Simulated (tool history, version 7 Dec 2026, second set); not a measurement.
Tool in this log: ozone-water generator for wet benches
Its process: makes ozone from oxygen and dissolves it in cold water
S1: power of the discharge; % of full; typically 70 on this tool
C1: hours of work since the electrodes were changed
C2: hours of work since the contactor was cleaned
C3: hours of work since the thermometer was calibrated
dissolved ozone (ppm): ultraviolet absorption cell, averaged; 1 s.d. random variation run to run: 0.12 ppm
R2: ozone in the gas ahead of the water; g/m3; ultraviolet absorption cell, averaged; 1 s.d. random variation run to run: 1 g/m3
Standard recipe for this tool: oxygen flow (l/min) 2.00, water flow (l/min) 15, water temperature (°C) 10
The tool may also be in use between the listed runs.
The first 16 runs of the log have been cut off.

{"run": 17, "day": 39.962, "S1": 70, "oxygen flow (l/min)": 2.0, "water flow (l/min)": 15, "water temperature (°C)": 10, "C1": 2106, "C2": 4172, "C3": 3964, "dissolved ozone (ppm)": 11.9, "R2": 177.8}
{"run": 18, "day": 41.688, "S1": 52, "oxygen flow (l/min)": 3.05, "water flow (l/min)": 11, "water temperature (°C)": 7, "C1": 2134, "C2": 4200, "C3": 3992, "dissolved ozone (ppm)": 13.2, "R2": 109.1}
{"run": 19, "day": 44.229, "S1": 70, "oxygen flow (l/min)": 2.0, "water flow (l/min)": 21, "water temperature (°C)": 10, "C1": 2174, "C2": 4241, "C3": 4032, "dissolved ozone (ppm)": 8.6, "R2": 178.4}
{"run": 20, "day": 45.6, "S1": 54, "oxygen flow (l/min)": 2.0, "water flow (l/min)": 11, "water temperature (°C)": 11, "C1": 2196, "C2": 4263, "C3": 4054, "dissolved ozone (ppm)": 12.3, "R2": 141.7}
{"run": 21, "day": 46.954, "S1": 70, "oxygen flow (l/min)": 1.5, "water flow (l/min)": 13, "water temperature (°C)": 10, "C1": 2218, "C2": 4285, "C3": 4076, "dissolved ozone (ppm)": 12.6, "R2": 206.3}
{"run": 22, "day": 49.217, "S1": 70, "oxygen flow (l/min)": 1.5, "water flow (l/min)": 13, "water temperature (°C)": 10, "C1": 2254, "C2": 4321, "C3": 4112, "dissolved ozone (ppm)": 12.5, "R2": 206.0}
{"run": 23, "day": 52.1, "S1": 58, "oxygen flow (l/min)": 2.22, "water flow (l/min)": 22, "water temperature (°C)": 14, "C1": 2301, "C2": 4367, "C3": 4159, "dissolved ozone (ppm)": 7.0, "R2": 143.0}
{"run": 24, "day": 53.804, "S1": 58, "oxygen flow (l/min)": 2.22, "water flow (l/min)": 22, "water temperature (°C)": 14, "C1": 2328, "C2": 4394, "C3": 4186, "dissolved ozone (ppm)": 6.9, "R2": 143.4}
{"run": 25, "day": 55.529, "S1": 70, "oxygen flow (l/min)": 2.0, "water flow (l/min)": 15, "water temperature (°C)": 8, "C1": 2356, "C2": 4422, "C3": 4214, "dissolved ozone (ppm)": 11.7, "R2": 177.3}
{"run": 26, "day": 57.462, "S1": 70, "oxygen flow (l/min)": 2.0, "water flow (l/min)": 15, "water temperature (°C)": 8, "C1": 2387, "C2": 4453, "C3": 4245, "dissolved ozone (ppm)": 11.9, "R2": 178.8}
{"day": 59.958, "done": "gauge calibrated"}
{"run": 27, "day": 59.958, "S1": 47, "oxygen flow (l/min)": 2.0, "water flow (l/min)": 12, "water temperature (°C)": 10, "C1": 2427, "C2": 4493, "C3": 4285, "dissolved ozone (ppm)": 10.1, "R2": 121.2}
{"run": 28, "day": 61.554, "S1": 47, "oxygen flow (l/min)": 2.0, "water flow (l/min)": 12, "water temperature (°C)": 10, "C1": 2452, "C2": 4519, "C3": 4310, "dissolved ozone (ppm)": 10.1, "R2": 120.5}
{"run": 29, "day": 64.325, "S1": 48, "oxygen flow (l/min)": 2.0, "water flow (l/min)": 23, "water temperature (°C)": 6, "C1": 2497, "C2": 4563, "C3": 4355, "dissolved ozone (ppm)": 5.6, "R2": 122.4}
{"run": 30, "day": 67.562, "S1": 90, "oxygen flow (l/min)": 2.0, "water flow (l/min)": 12, "water temperature (°C)": 10, "C1": 2549, "C2": 4615, "C3": 4407, "dissolved ozone (ppm)": 18.3, "R2": 219.5}
{"run": 31, "day": 69.521, "S1": 97, "oxygen flow (l/min)": 2.0, "water flow (l/min)": 15, "water temperature (°C)": 8, "C1": 2580, "C2": 4647, "C3": 4438, "dissolved ozone (ppm)": 16.4, "R2": 234.6}
{"run": 32, "day": 71.442, "S1": 70, "oxygen flow (l/min)": 1.85, "water flow (l/min)": 15, "water temperature (°C)": 16, "C1": 2611, "C2": 4677, "C3": 4469, "dissolved ozone (ppm)": 11.0, "R2": 181.2}

Each row is a separate what-if for the run after 32, all from the same tool condition, not one after another. Results?
{"run": "A", "day": 73.583, "S1": 70, "oxygen flow (l/min)": 3.46, "water flow (l/min)": 15, "water temperature (°C)": 16, "C1": 2645, "C2": 4712, "C3": 4503, "dissolved ozone (ppm)": "?", "R2": "?"}
{"run": "B", "day": 73.583, "S1": 70, "oxygen flow (l/min)": 2.0, "water flow (l/min)": 15, "water temperature (°C)": 9, "C1": 2645, "C2": 4712, "C3": 4503, "dissolved ozone (ppm)": "?", "R2": "?"}
{"run": "C", "day": 73.583, "S1": 96, "oxygen flow (l/min)": 2.0, "water flow (l/min)": 24, "water temperature (°C)": 11, "C1": 2645, "C2": 4712, "C3": 4503, "dissolved ozone (ppm)": "?", "R2": "?"}

run=A dissolved_ozone_(ppm)=12.4 R2=134.1
run=B dissolved_ozone_(ppm)=11.9 R2=173.7
run=C dissolved_ozone_(ppm)=9.8 R2=233.6
With no hidden state in the tool, these same runs would have given:
run=A dissolved_ozone_(ppm)=12.4 R2=133.2
run=B dissolved_ozone_(ppm)=11.9 R2=172.7
run=C dissolved_ozone_(ppm)=9.8 R2=232.2
